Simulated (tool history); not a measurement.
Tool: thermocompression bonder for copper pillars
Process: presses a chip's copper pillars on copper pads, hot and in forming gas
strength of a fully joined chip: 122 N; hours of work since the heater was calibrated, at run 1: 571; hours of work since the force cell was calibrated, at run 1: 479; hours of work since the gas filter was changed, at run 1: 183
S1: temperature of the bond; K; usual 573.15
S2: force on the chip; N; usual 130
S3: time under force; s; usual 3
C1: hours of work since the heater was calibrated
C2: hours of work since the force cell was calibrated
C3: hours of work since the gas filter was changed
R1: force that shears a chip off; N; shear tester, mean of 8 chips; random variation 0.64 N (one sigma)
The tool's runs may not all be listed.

{"run": 1, "day": 0.0, "S1": 573.15, "S2": 130, "S3": 3, "C1": 571, "C2": 479, "C3": 183, "R1": 58.3}
{"run": 2, "day": 0.629, "S1": 573.15, "S2": 130, "S3": 4, "C1": 579, "C2": 487, "C3": 191, "R1": 64.0}
{"run": 3, "day": 1.25, "S1": 573.15, "S2": 130, "S3": 4, "C1": 587, "C2": 494, "C3": 199, "R1": 63.8}
{"day": 1.738, "done": "forming gas filter changed"}
{"run": 4, "day": 2.046, "S1": 565.15, "S2": 130, "S3": 3, "C1": 597, "C2": 504, "C3": 4, "R1": 57.0}
{"run": 5, "day": 3.054, "S1": 573.15, "S2": 79, "S3": 3, "C1": 610, "C2": 517, "C3": 17, "R1": 40.2}
{"run": 6, "day": 3.904, "S1": 573.15, "S2": 79, "S3": 3, "C1": 620, "C2": 528, "C3": 27, "R1": 40.4}
{"run": 7, "day": 5.15, "S1": 573.15, "S2": 79, "S3": 3, "C1": 636, "C2": 544, "C3": 43, "R1": 39.1}
{"run": 8, "day": 5.779, "S1": 573.15, "S2": 189, "S3": 3, "C1": 644, "C2": 552, "C3": 51, "R1": 76.7}
{"run": 9, "day": 6.746, "S1": 596.15, "S2": 189, "S3": 3, "C1": 656, "C2": 564, "C3": 63, "R1": 91.5}
{"run": 10, "day": 7.592, "S1": 596.15, "S2": 189, "S3": 3, "C1": 667, "C2": 575, "C3": 74, "R1": 91.0}
{"run": 11, "day": 8.554, "S1": 573.15, "S2": 130, "S3": 3, "C1": 679, "C2": 587, "C3": 86, "R1": 58.2}
{"run": 12, "day": 9.267, "S1": 573.15, "S2": 130, "S3": 3, "C1": 688, "C2": 596, "C3": 95, "R1": 58.1}
{"run": 13, "day": 10.521, "S1": 573.15, "S2": 130, "S3": 3, "C1": 704, "C2": 612, "C3": 111, "R1": 58.6}
{"run": 14, "day": 11.562, "S1": 573.15, "S2": 96, "S3": 7, "C1": 717, "C2": 625, "C3": 125, "R1": 63.3}
{"run": 15, "day": 12.221, "S1": 591.15, "S2": 114, "S3": 2, "C1": 726, "C2": 633, "C3": 133, "R1": 55.1}
{"run": 16, "day": 13.25, "S1": 591.15, "S2": 114, "S3": 2, "C1": 739, "C2": 646, "C3": 146, "R1": 54.2}
{"run": 17, "day": 14.467, "S1": 591.15, "S2": 114, "S3": 2, "C1": 754, "C2": 662, "C3": 161, "R1": 54.0}
{"run": 18, "day": 15.179, "S1": 577.15, "S2": 105, "S3": 5, "C1": 763, "C2": 671, "C3": 170, "R1": 60.9}
{"run": 19, "day": 15.742, "S1": 552.15, "S2": 127, "S3": 2, "C1": 770, "C2": 678, "C3": 178, "R1": 37.6}
{"run": 20, "day": 16.504, "S1": 552.15, "S2": 127, "S3": 2, "C1": 780, "C2": 687, "C3": 187, "R1": 38.0}
{"run": 21, "day": 17.058, "S1": 552.15, "S2": 127, "S3": 2, "C1": 787, "C2": 695, "C3": 194, "R1": 37.4}
{"day": 17.854, "done": "forming gas filter changed"}
{"run": 22, "day": 17.904, "S1": 552.15, "S2": 121, "S3": 5, "C1": 798, "C2": 705, "C3": 1, "R1": 54.3}
{"run": 23, "day": 18.958, "S1": 552.15, "S2": 121, "S3": 5, "C1": 811, "C2": 718, "C3": 14, "R1": 53.2}
{"run": 24, "day": 19.762, "S1": 573.15, "S2": 130, "S3": 3, "C1": 821, "C2": 729, "C3": 24, "R1": 59.0}
{"run": 25, "day": 21.058, "S1": 573.15, "S2": 184, "S3": 3, "C1": 838, "C2": 745, "C3": 41, "R1": 74.5}
{"run": 26, "day": 22.221, "S1": 565.15, "S2": 89, "S3": 9, "C1": 852, "C2": 760, "C3": 55, "R1": 60.6}

The same runs without the tool's hidden state, with the same run-to-run variation:
The hidden state here: true temperature of the bond over the reading, C; force that reaches the chip, % of what is set; oxide that the forming gas leaves, % of the face; drift of the gauge itself on shear_n, %.
run=1 R1=65.1
run=2 R1=71.4
run=3 R1=71.3
run=4 R1=61.5
run=5 R1=44.0
run=6 R1=44.4
run=7 R1=43.3
run=8 R1=82.6
run=9 R1=97.2
run=10 R1=97.0
run=11 R1=64.3
run=12 R1=64.3
run=13 R1=65.3
run=14 R1=70.5
run=15 R1=61.6
run=16 R1=60.9
run=17 R1=61.1
run=18 R1=68.9
run=19 R1=43.7
run=20 R1=44.4
run=21 R1=43.7
run=22 R1=60.4
run=23 R1=59.4
run=24 R1=65.3
run=25 R1=81.7
run=26 R1=67.8
